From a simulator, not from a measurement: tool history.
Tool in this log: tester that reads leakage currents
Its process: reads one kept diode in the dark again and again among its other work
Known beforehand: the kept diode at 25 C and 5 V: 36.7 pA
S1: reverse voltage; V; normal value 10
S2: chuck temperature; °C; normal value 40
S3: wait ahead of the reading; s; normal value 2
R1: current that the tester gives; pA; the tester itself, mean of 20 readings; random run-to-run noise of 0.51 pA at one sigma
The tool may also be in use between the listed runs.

{"run": 1, "hour": 0.0, "S1": 10, "S2": 40, "S3": 2, "R1": 163.88}
{"hour": 14.0, "done": "chuck's temperature calibrated"}
{"run": 2, "hour": 34.7, "S1": 10, "S2": 40, "S3": 2, "R1": 172.95}
{"run": 3, "hour": 88.8, "S1": 10, "S2": 53, "S3": 2, "R1": 409.76}
{"run": 4, "hour": 120.9, "S1": 10, "S2": 53, "S3": 2, "R1": 407.79}
{"run": 5, "hour": 161.4, "S1": 10, "S2": 53, "S3": 2, "R1": 407.25}
{"run": 6, "hour": 200.8, "S1": 10, "S2": 53, "S3": 2, "R1": 405.06}
{"run": 7, "hour": 234.6, "S1": 3.1, "S2": 40, "S3": 2, "R1": 84.16}
{"run": 8, "hour": 283.9, "S1": 3.1, "S2": 40, "S3": 2, "R1": 83.68}
{"run": 9, "hour": 327.4, "S1": 3.1, "S2": 40, "S3": 2, "R1": 83.8}
{"run": 10, "hour": 364.0, "S1": 10, "S2": 40, "S3": 2, "R1": 168.02}
{"run": 11, "hour": 399.9, "S1": 10, "S2": 40, "S3": 2, "R1": 169}
{"run": 12, "hour": 428.3, "S1": 10, "S2": 32, "S3": 2, "R1": 97.12}
{"run": 13, "hour": 487.0, "S1": 10, "S2": 32, "S3": 2, "R1": 96.69}
{"run": 14, "hour": 516.1, "S1": 19.7, "S2": 48, "S3": 0.55, "R1": 442.38}
{"run": 15, "hour": 560.4, "S1": 10, "S2": 40, "S3": 4.58, "R1": 166.34}
{"run": 16, "hour": 619.8, "S1": 10, "S2": 40, "S3": 4.58, "R1": 165.76}
{"run": 17, "hour": 675.2, "S1": 10, "S2": 40, "S3": 4.58, "R1": 164.52}
{"run": 18, "hour": 708.0, "S1": 10, "S2": 40, "S3": 4.58, "R1": 164.59}
{"run": 19, "hour": 752.6, "S1": 1.8, "S2": 40, "S3": 2, "R1": 58.38}
{"run": 20, "hour": 784.5, "S1": 18.5, "S2": 58, "S3": 6.54, "R1": 780.3}
{"run": 21, "hour": 833.3, "S1": 18.5, "S2": 58, "S3": 6.54, "R1": 778.14}
{"run": 22, "hour": 883.9, "S1": 18.9, "S2": 28, "S3": 2, "R1": 106.94}
{"hour": 918.4, "done": "chuck's temperature calibrated"}
{"run": 23, "hour": 923.0, "S1": 18.9, "S2": 28, "S3": 2, "R1": 112.78}

Each row is a separate what-if for the run after 23, all from the same tool condition, not one after another. Results?
{"run": "A", "hour": 969.3, "S1": 7.3, "S2": 40, "S3": 2, "R1": "?"}
{"run": "B", "hour": 969.3, "S1": 5.5, "S2": 38, "S3": 2.67, "R1": "?"}
{"run": "C", "hour": 969.3, "S1": 10, "S2": 40, "S3": 1.04, "R1": "?"}

run=A R1=143.08
run=B R1=105.02
run=C R1=175.18
What these runs would have given with no unlogged condition in the tool:
run=A R1=140.32
run=B R1=102.92
run=C R1=171.35
